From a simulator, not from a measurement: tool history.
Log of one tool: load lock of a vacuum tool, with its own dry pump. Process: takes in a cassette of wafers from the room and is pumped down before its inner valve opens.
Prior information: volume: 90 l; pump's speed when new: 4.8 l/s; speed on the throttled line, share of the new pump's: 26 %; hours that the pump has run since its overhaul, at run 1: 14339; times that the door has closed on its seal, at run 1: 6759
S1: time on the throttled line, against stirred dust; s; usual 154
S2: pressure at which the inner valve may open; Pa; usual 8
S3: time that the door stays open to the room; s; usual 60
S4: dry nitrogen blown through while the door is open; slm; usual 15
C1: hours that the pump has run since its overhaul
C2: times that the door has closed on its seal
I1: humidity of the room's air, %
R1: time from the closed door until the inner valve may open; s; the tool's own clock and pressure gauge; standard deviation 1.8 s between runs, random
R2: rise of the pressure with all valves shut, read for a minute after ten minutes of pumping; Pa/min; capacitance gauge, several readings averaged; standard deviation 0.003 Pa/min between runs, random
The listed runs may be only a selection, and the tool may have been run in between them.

Run 1, hour 0.0: usual settings; C1 14339; C2 6759; I1 45.4. Result: R1 307.9 s, R2 0.056 Pa/min.
Run 2, hour 183.2: usual settings; C1 14522; C2 7066; I1 44.8. Result: R1 310.6 s, R2 0.051 Pa/min.
Run 3, hour 385.7: usual settings but S4 4 slm; C1 14724; C2 7406; I1 46.1. Result: R1 313.2 s, R2 0.071 Pa/min.
Run 4, hour 507.9: usual settings but S4 4 slm; C1 14847; C2 7612; I1 43.4. Result: R1 310.2 s, R2 0.070 Pa/min.
Run 5, hour 717.7: usual settings but S1 145 s; C1 15056; C2 7964; I1 42.8. Result: R1 308.5 s, R2 0.064 Pa/min.
Run 6, hour 959.8: usual settings; C1 15298; C2 8370; I1 39.9. Result: R1 309.7 s, R2 0.064 Pa/min.
Run 7, hour 1096.5: usual settings but S1 307 s; C1 15435; C2 8600; I1 44.6. Result: R1 420.7 s, R2 0.072 Pa/min.
Run 8, hour 1253.3: usual settings but S1 307 s; C1 15592; C2 8863; I1 43.9. Result: R1 418.3 s, R2 0.071 Pa/min.
Run 9, hour 1376.1: usual settings but S1 307 s; C1 15715; C2 9069; I1 42.8. Result: R1 414.7 s, R2 0.070 Pa/min.
Run 10, hour 1618.2: usual settings but S1 146 s; C1 15957; C2 9476; I1 49.7. Result: R1 302.7 s, R2 0.078 Pa/min.
Run 11, hour 1848.0: usual settings; C1 16187; C2 9861; I1 47.0. Result: R1 316.7 s, R2 0.075 Pa/min.
Run 12, hour 1984.8: usual settings but S2 7 Pa, S4 10 slm; C1 16324; C2 10091; I1 44.7. Result: R1 318.7 s, R2 0.080 Pa/min.
Run 13, hour 2190.7: usual settings but S2 6 Pa, S3 113 s; C1 16529; C2 10437; I1 47.9. Result: R1 317.8 s, R2 0.092 Pa/min.
Run 14, hour 2411.9: usual settings but S2 6 Pa, S3 113 s; C1 16751; C2 10808; I1 44.3. Result: R1 314.8 s, R2 0.095 Pa/min.
Run 15, hour 2630.7: usual settings but S2 6 Pa, S3 113 s; C1 16969; C2 11176; I1 49.8. Result: R1 315.4 s, R2 0.097 Pa/min.
Run 16, hour 2805.2: usual settings but S2 6 Pa, S3 113 s; C1 17144; C2 11469; I1 40.9. Result: R1 321.6 s, R2 0.094 Pa/min.
Run 17, hour 2978.1: usual settings but S1 161 s, S2 6 Pa, S3 93 s, S4 32 slm; C1 17317; C2 11759; I1 45.4. Result: R1 325.7 s, R2 0.085 Pa/min.
Run 18, hour 3228.1: usual settings but S2 7 Pa, S4 26 slm; C1 17567; C2 12179; I1 46.0. Result: R1 315.1 s, R2 0.088 Pa/min.
Run 19, hour 3413.2: usual settings but S1 135 s, S2 12 Pa, S3 41 s; C1 17752; C2 12489; I1 45.7. Result: R1 293.2 s, R2 0.094 Pa/min.
Run 20, hour 3591.7: usual settings but S1 135 s, S2 12 Pa, S3 41 s; C1 17930; C2 12789; I1 41.7. Result: R1 294.4 s, R2 0.092 Pa/min.
Run 21, hour 3728.2: usual settings but S1 177 s, S2 6 Pa, S3 31 s, S4 5 slm; C1 18067; C2 13018; I1 43.8. Result: R1 337.5 s, R2 0.097 Pa/min.
Run 22, hour 3893.0: usual settings but S1 177 s, S2 6 Pa, S3 31 s, S4 5 slm; C1 18232; C2 13295; I1 44.2. Result: R1 336.3 s, R2 0.104 Pa/min.

Branching from run 22: 3 alternative next runs. What would each branch give?
Run A, hour 4083.2: usual settings but S1 177 s, S2 15 Pa, S3 31 s, S4 5 slm; C1 18422; C2 13614; I1 42.1. Result: R1 ?, R2 ?.
Run B, hour 4083.2: usual settings but S2 10 Pa, S3 34 s; C1 18422; C2 13614; I1 45.4. Result: R1 ?, R2 ?.
Run C, hour 4083.2: usual settings but S1 133 s, S3 149 s; C1 18422; C2 13614; I1 44.4. Result: R1 ?, R2 ?.

run     R1     R2
  A  315.9  0.093
  B  307.9  0.096
  C  300.1  0.116
Take away the tool's hidden state, keep each run's random variation, and the runs would have read:
run     R1     R2
  A  294.1  0.010
  B  284.0  0.012
  C  274.0  0.033
